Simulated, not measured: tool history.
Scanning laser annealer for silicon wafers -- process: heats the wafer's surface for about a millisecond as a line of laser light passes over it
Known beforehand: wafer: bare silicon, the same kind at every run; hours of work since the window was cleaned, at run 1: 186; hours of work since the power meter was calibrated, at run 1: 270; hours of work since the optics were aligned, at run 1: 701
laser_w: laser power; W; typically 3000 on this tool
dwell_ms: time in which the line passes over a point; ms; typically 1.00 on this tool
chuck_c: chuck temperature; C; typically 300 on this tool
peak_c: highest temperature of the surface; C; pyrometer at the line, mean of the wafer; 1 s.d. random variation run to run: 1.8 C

run,day,laser_w,dwell_ms,chuck_c,hours of work since the window was cleaned,hours of work since the power meter was calibrated,hours of work since the optics were aligned,peak_c
1,0.000,3000,1.00,300,186,270,701,1030
2,1.208,3000,1.00,300,199,282,713,1032
3,2.258,3000,1.00,300,210,293,725,1033
4,3.408,3000,1.00,300,222,306,737,1028
5,5.133,3000,0.71,300,240,324,755,904
6,6.100,3000,1.00,300,250,334,765,1025
7,6.796,3191,1.00,300,258,341,773,1083
8,7.554,3000,1.00,300,266,349,781,1024
9,8.767,3000,1.00,300,279,362,793,1022
10,10.338,3000,1.00,300,295,379,810,1022
11,12.067,3000,1.00,300,314,397,828,1022
12,12.958,3000,1.00,300,323,406,838,1018
13,14.004,2719,1.00,300,334,417,849,936
14,15.275,2719,1.00,300,347,431,862,934
15,16.304,3000,1.00,300,358,442,873,1018
16,17.371,3000,0.94,300,370,453,884,993
17,18.767,3000,0.94,300,384,468,899,991
18,19.946,3000,1.00,327,397,480,911,1040
19,21.050,3000,1.00,327,408,492,923,1040
20,22.496,3000,1.00,300,424,507,938,1010
21,23.892,3029,1.22,274,438,522,953,1069
22,25.400,3006,0.83,274,454,538,969,915
23,27.092,3006,1.05,274,472,556,987,999
# day 27.325: laser's power meter calibrated
24,28.583,3234,1.23,338,487,13,1001,1201
25,30.183,2958,0.99,335,503,30,1018,1022
26,31.312,3000,1.00,268,515,42,1030,971
27,32.700,3048,1.18,261,530,57,1045,1040
28,34.254,2788,1.00,300,546,73,1061,940
29,35.808,2973,0.97,300,563,90,1077,976
# day 36.217: laser's power meter calibrated, once more
30,37.458,2797,0.98,300,579,13,1094,922
31,38.192,2797,0.98,300,587,21,1101,924
# day 38.533: window over the wafer cleaned
32,39.583,2797,0.98,300,11,35,1115,969
33,40.321,2797,0.98,300,19,42,1123,965
34,41.267,2803,1.20,300,29,52,1133,1044
35,42.100,2803,1.20,300,38,61,1142,1038
36,43.233,3000,1.00,320,50,73,1154,1054
37,44.442,2892,1.00,320,62,86,1166,1018
38,45.479,3046,0.73,320,73,97,1177,955
39,46.246,2609,0.78,299,81,105,1186,837
40,47.217,2609,0.78,299,92,115,1196,834

Here are 5 independent what-if runs from the current tool condition. What would each one return?
A,48.858,2839,1.05,274,109,133,1213,?
B,48.858,3000,1.00,304,109,133,1213,?
C,48.858,2609,1.17,260,109,133,1213,?
D,48.858,3221,1.00,300,109,133,1213,?
E,48.858,2940,0.78,330,109,133,1213,?

run,peak_c
A,970
B,1031
C,924
D,1095
E,953
Take away the tool's hidden state, keep each run's random variation, and the runs would have read:
run,peak_c
A,998
B,1061
C,951
D,1128
E,978
